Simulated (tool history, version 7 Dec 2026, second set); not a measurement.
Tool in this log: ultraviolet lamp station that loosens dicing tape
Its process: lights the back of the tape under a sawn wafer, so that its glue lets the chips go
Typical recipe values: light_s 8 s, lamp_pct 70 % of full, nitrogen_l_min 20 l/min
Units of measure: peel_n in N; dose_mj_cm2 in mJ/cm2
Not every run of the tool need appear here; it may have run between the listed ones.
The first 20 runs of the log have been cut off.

run,hour,light_s,lamp_pct,nitrogen_l_min,peel_n,dose_mj_cm2
21,189.8,8,70,14,0.443,215
22,198.5,8,70,14,0.430,221
23,205.4,8,84,31,0.217,261
24,218.7,14,85,8,0.158,459
25,225.3,8,80,8,0.451,241
26,231.6,7,73,8,0.646,198
27,240.6,6,72,20,0.588,167
28,254.2,10,67,7,0.442,263
29,262.4,13,70,11,0.204,354
30,269.7,8,91,20,0.222,282
31,283.4,14,65,20,0.152,351
32,293.3,14,65,20,0.145,352
33,299.6,14,69,34,0.125,376

The next listed run, before its measurement:
34,310.2,14,69,34,?,?

{"run 34": {"peel_n": 0.128, "dose_mj_cm2": 376}}
The same run, on a tool lacking any hidden state, would have yielded peel_n 0.128 N, dose_mj_cm2 376 mJ/cm2.
